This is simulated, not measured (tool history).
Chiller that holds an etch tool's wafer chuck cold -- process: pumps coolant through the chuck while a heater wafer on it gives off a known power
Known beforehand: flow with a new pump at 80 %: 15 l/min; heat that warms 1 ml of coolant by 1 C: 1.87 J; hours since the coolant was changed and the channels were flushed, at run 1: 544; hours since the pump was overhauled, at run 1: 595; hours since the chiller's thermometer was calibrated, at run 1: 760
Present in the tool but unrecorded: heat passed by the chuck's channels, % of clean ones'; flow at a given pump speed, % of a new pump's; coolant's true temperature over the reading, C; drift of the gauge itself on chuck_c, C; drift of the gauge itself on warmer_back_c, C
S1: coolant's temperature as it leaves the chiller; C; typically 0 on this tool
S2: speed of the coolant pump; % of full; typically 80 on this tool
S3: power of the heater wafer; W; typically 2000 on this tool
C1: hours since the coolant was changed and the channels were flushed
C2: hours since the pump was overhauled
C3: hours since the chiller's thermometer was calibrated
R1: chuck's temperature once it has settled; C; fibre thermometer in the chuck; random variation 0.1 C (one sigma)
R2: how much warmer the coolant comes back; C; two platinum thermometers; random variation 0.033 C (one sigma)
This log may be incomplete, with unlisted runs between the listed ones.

run,day,S1,S2,S3,C1,C2,C3,R1,R2
1,0.000,0,80,2000,544,595,760,14.0,4.27
2,1.604,0,80,2000,582,633,798,14.2,4.32
3,2.683,0,80,2000,608,659,824,14.2,4.26
4,4.204,0,80,2000,645,696,861,14.2,4.28
5,5.733,0,80,2000,682,733,898,14.1,4.32
6,7.008,0,80,2000,712,763,928,14.2,4.38
7,8.525,0,80,2000,749,800,965,14.4,4.29
8,9.242,0,80,2000,766,817,982,14.2,4.29
9,10.471,0,80,2000,795,846,1011,14.3,4.31
10,11.796,0,80,2000,827,878,1043,14.2,4.29
11,12.892,0,80,2000,853,904,1069,14.3,4.35
12,13.912,0,64,2000,878,929,1094,16.6,5.38
13,14.896,0,64,2000,901,953,1117,16.6,5.36
14,15.908,0,64,2000,926,977,1142,16.7,5.36
15,17.275,0,64,2000,958,1010,1174,16.9,5.41
16,18.217,0,80,2000,981,1032,1197,14.4,4.32
17,19.192,-5,61,2000,1005,1056,1221,12.2,5.64
18,20.738,0,84,2128,1042,1093,1258,14.9,4.35
19,21.917,5,80,2000,1070,1121,1286,19.5,4.32
20,23.092,6,74,2822,1098,1149,1314,27.3,6.55
21,24.625,6,74,2822,1135,1186,1351,27.5,6.62
22,26.267,6,74,2822,1174,1225,1390,27.4,6.64

Run 23 has not been measured yet. What should we expect?
23,26.979,6,74,2822,1191,1242,1407,?,?

{"run 23": {"R1": 27.5, "R2": 6.62}}
With no hidden state in the tool, this same run would have given R1 26.5 C, R2 6.53 C.
